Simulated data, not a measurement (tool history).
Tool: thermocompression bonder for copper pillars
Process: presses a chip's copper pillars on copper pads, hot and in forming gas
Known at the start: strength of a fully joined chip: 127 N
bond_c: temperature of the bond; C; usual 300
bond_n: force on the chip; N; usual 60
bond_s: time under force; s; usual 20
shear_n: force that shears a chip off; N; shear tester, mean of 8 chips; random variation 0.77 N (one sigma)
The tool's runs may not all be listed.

run	day	bond_c	bond_n	bond_s	shear_n
1	0.000	300	60	20	69.5
2	1.812	300	60	20	68.7
3	3.146	300	60	20	69.2
4	4.792	300	60	20	68.5
5	6.425	300	60	13	59.0
# day 6.554: forming gas filter changed
6	7.812	300	60	29	84.1
7	8.967	300	60	29	83.1
8	10.571	300	60	17	70.2
9	12.042	300	60	17	69.4
10	13.454	300	43	20	57.3
11	15.146	300	43	20	58.6
12	16.904	300	43	20	58.9
13	18.538	300	43	20	57.5
14	19.700	300	42	20	56.8
15	21.192	300	60	20	71.8
16	21.971	300	60	20	72.7
17	22.904	300	60	20	71.7
18	24.238	308	60	60	98.4
19	25.838	300	77	59	100.2
20	27.554	281	77	12	55.2
# day 27.879: forming gas filter changed
21	28.875	271	41	10	28.3
22	30.512	271	41	10	29.0
23	31.683	317	79	30	109.2

Forecast run 24:
24	33.225	282	73	35	?

{"run 24": {"shear_n": 82.5}}
Without the tool's hidden state the same run would have given shear_n 79.5 N.

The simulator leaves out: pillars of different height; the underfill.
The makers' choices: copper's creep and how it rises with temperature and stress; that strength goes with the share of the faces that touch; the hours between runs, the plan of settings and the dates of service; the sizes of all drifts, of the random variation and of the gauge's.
